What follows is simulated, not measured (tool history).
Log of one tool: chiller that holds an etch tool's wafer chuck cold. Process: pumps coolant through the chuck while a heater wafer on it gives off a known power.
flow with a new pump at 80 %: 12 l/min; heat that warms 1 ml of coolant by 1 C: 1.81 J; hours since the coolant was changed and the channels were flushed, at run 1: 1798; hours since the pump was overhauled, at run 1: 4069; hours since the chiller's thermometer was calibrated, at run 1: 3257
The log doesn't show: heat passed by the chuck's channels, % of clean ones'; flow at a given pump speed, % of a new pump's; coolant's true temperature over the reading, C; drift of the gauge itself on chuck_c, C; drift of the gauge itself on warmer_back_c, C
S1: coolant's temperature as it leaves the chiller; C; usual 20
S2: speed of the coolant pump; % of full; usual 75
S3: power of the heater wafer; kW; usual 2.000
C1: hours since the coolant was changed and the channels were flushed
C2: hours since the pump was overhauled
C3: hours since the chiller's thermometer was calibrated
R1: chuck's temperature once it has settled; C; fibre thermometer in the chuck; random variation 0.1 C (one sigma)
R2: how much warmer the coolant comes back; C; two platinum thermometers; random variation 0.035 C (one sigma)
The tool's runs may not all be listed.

{"run": 1, "day": 0.0, "S1": 20, "S2": 75, "S3": 2.0, "C1": 1798, "C2": 4069, "C3": 3257, "R1": 36.9, "R2": 6.27}
{"run": 2, "day": 2.562, "S1": 20, "S2": 75, "S3": 2.0, "C1": 1859, "C2": 4130, "C3": 3319, "R1": 36.8, "R2": 6.29}
{"run": 3, "day": 6.046, "S1": 20, "S2": 74, "S3": 2.0, "C1": 1943, "C2": 4214, "C3": 3403, "R1": 37.0, "R2": 6.44}
{"run": 4, "day": 9.112, "S1": 20, "S2": 74, "S3": 2.0, "C1": 2016, "C2": 4287, "C3": 3476, "R1": 37.1, "R2": 6.42}
{"run": 5, "day": 11.088, "S1": 20, "S2": 74, "S3": 2.0, "C1": 2064, "C2": 4335, "C3": 3523, "R1": 37.0, "R2": 6.42}
{"run": 6, "day": 14.088, "S1": 20, "S2": 74, "S3": 2.0, "C1": 2136, "C2": 4407, "C3": 3595, "R1": 37.2, "R2": 6.42}
{"run": 7, "day": 15.871, "S1": 20, "S2": 74, "S3": 2.0, "C1": 2179, "C2": 4450, "C3": 3638, "R1": 37.0, "R2": 6.47}
{"run": 8, "day": 19.146, "S1": 20, "S2": 75, "S3": 2.02, "C1": 2257, "C2": 4528, "C3": 3717, "R1": 37.3, "R2": 6.42}
{"run": 9, "day": 22.775, "S1": 20, "S2": 75, "S3": 2.02, "C1": 2344, "C2": 4615, "C3": 3804, "R1": 37.5, "R2": 6.41}
{"day": 25.1, "done": "coolant pump overhauled"}
{"run": 10, "day": 26.233, "S1": 14, "S2": 76, "S3": 2.0, "C1": 2422, "C2": 27, "C3": 3882, "R1": 30.6, "R2": 5.84}
{"run": 11, "day": 29.525, "S1": 16, "S2": 75, "S3": 1.322, "C1": 2501, "C2": 106, "C3": 3961, "R1": 27.3, "R2": 3.96}
{"run": 12, "day": 31.65, "S1": 10, "S2": 75, "S3": 2.0, "C1": 2552, "C2": 157, "C3": 4012, "R1": 27.0, "R2": 5.91}
{"run": 13, "day": 34.142, "S1": 10, "S2": 75, "S3": 2.0, "C1": 2612, "C2": 217, "C3": 4072, "R1": 27.0, "R2": 5.95}
{"run": 14, "day": 37.45, "S1": 16, "S2": 75, "S3": 2.915, "C1": 2691, "C2": 296, "C3": 4151, "R1": 40.6, "R2": 8.71}

Forecast each of these 4 alternatives for the next run:
{"run": "A", "day": 40.321, "S1": 20, "S2": 95, "S3": 2.0, "C1": 2760, "C2": 365, "C3": 4220, "R1": "?", "R2": "?"}
{"run": "B", "day": 40.321, "S1": 26, "S2": 88, "S3": 2.0, "C1": 2760, "C2": 365, "C3": 4220, "R1": "?", "R2": "?"}
{"run": "C", "day": 40.321, "S1": 16, "S2": 75, "S3": 1.256, "C1": 2760, "C2": 365, "C3": 4220, "R1": "?", "R2": "?"}
{"run": "D", "day": 40.321, "S1": 16, "S2": 75, "S3": 2.915, "C1": 2760, "C2": 365, "C3": 4220, "R1": "?", "R2": "?"}

run=A R1=35.4 R2=4.73
run=B R1=41.8 R2=5.05
run=C R1=26.9 R2=3.67
run=D R1=40.6 R2=8.64
Without the tool's hidden state the same runs would have given:
run=A R1=32.9 R2=4.69
run=B R1=39.3 R2=5.00
run=C R1=25.0 R2=3.64
run=D R1=36.9 R2=8.57

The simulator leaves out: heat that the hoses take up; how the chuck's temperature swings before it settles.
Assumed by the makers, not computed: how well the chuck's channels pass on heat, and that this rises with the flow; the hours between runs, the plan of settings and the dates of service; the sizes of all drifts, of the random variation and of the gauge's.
